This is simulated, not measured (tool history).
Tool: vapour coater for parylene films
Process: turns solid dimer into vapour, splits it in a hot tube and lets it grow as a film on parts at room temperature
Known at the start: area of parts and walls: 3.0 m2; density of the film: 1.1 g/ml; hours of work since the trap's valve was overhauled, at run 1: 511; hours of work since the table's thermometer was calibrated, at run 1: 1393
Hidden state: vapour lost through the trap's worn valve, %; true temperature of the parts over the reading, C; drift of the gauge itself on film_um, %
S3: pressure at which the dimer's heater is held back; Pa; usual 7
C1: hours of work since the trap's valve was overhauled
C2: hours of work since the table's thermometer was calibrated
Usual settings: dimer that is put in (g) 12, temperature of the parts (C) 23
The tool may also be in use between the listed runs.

{"run": 1, "hour": 0.0, "dimer that is put in (g)": 12, "temperature of the parts (C)": 23, "S3": 7, "C1": 511, "C2": 1393, "thickness of the film (nm)": 2580}
{"run": 2, "hour": 50.4, "dimer that is put in (g)": 12, "temperature of the parts (C)": 19, "S3": 7, "C1": 542, "C2": 1424, "thickness of the film (nm)": 2910}
{"hour": 92.3, "done": "trap's valve overhauled"}
{"run": 3, "hour": 109.4, "dimer that is put in (g)": 14, "temperature of the parts (C)": 23, "S3": 7, "C1": 11, "C2": 1458, "thickness of the film (nm)": 3190}
{"run": 4, "hour": 169.8, "dimer that is put in (g)": 12, "temperature of the parts (C)": 23, "S3": 7, "C1": 48, "C2": 1495, "thickness of the film (nm)": 2740}
{"run": 5, "hour": 223.5, "dimer that is put in (g)": 12, "temperature of the parts (C)": 23, "S3": 7, "C1": 80, "C2": 1528, "thickness of the film (nm)": 2710}
{"run": 6, "hour": 282.2, "dimer that is put in (g)": 12, "temperature of the parts (C)": 23, "S3": 7, "C1": 116, "C2": 1564, "thickness of the film (nm)": 2710}
{"run": 7, "hour": 320.0, "dimer that is put in (g)": 12, "temperature of the parts (C)": 23, "S3": 7, "C1": 140, "C2": 1587, "thickness of the film (nm)": 2700}
{"run": 8, "hour": 381.2, "dimer that is put in (g)": 9, "temperature of the parts (C)": 23, "S3": 7, "C1": 177, "C2": 1624, "thickness of the film (nm)": 2010}
{"run": 9, "hour": 429.0, "dimer that is put in (g)": 9, "temperature of the parts (C)": 23, "S3": 7, "C1": 206, "C2": 1654, "thickness of the film (nm)": 2010}
{"run": 10, "hour": 484.5, "dimer that is put in (g)": 9, "temperature of the parts (C)": 23, "S3": 7, "C1": 240, "C2": 1688, "thickness of the film (nm)": 1980}
{"run": 11, "hour": 539.2, "dimer that is put in (g)": 12, "temperature of the parts (C)": 16, "S3": 2.04, "C1": 274, "C2": 1721, "thickness of the film (nm)": 3430}
{"run": 12, "hour": 592.3, "dimer that is put in (g)": 18, "temperature of the parts (C)": 23, "S3": 3.92, "C1": 306, "C2": 1754, "thickness of the film (nm)": 4250}
{"run": 13, "hour": 628.8, "dimer that is put in (g)": 11, "temperature of the parts (C)": 32, "S3": 7.92, "C1": 329, "C2": 1776, "thickness of the film (nm)": 1780}
{"run": 14, "hour": 664.1, "dimer that is put in (g)": 11, "temperature of the parts (C)": 32, "S3": 7.92, "C1": 350, "C2": 1798, "thickness of the film (nm)": 1780}
{"run": 15, "hour": 715.0, "dimer that is put in (g)": 10, "temperature of the parts (C)": 16, "S3": 2.45, "C1": 381, "C2": 1829, "thickness of the film (nm)": 2820}
{"run": 16, "hour": 751.4, "dimer that is put in (g)": 14, "temperature of the parts (C)": 16, "S3": 2.29, "C1": 404, "C2": 1851, "thickness of the film (nm)": 3950}
{"run": 17, "hour": 799.0, "dimer that is put in (g)": 14, "temperature of the parts (C)": 16, "S3": 2.29, "C1": 433, "C2": 1880, "thickness of the film (nm)": 3940}
{"run": 18, "hour": 836.5, "dimer that is put in (g)": 12, "temperature of the parts (C)": 34, "S3": 6.32, "C1": 456, "C2": 1903, "thickness of the film (nm)": 1830}
{"run": 19, "hour": 891.0, "dimer that is put in (g)": 19, "temperature of the parts (C)": 19, "S3": 2.42, "C1": 489, "C2": 1937, "thickness of the film (nm)": 5310}

Hidden state at the last listed run before each entry between runs and at the first one after, where it differs:
Between runs 2 and 3: trap's valve overhauled (hour 92.3)
  vapour lost through the trap's worn valve, %: 6.5 -> 0.7; true temperature of the parts over the reading, C: -0.23 -> -0.24
  measured less the result without the state, thickness of the film (nm): -180 -> +10

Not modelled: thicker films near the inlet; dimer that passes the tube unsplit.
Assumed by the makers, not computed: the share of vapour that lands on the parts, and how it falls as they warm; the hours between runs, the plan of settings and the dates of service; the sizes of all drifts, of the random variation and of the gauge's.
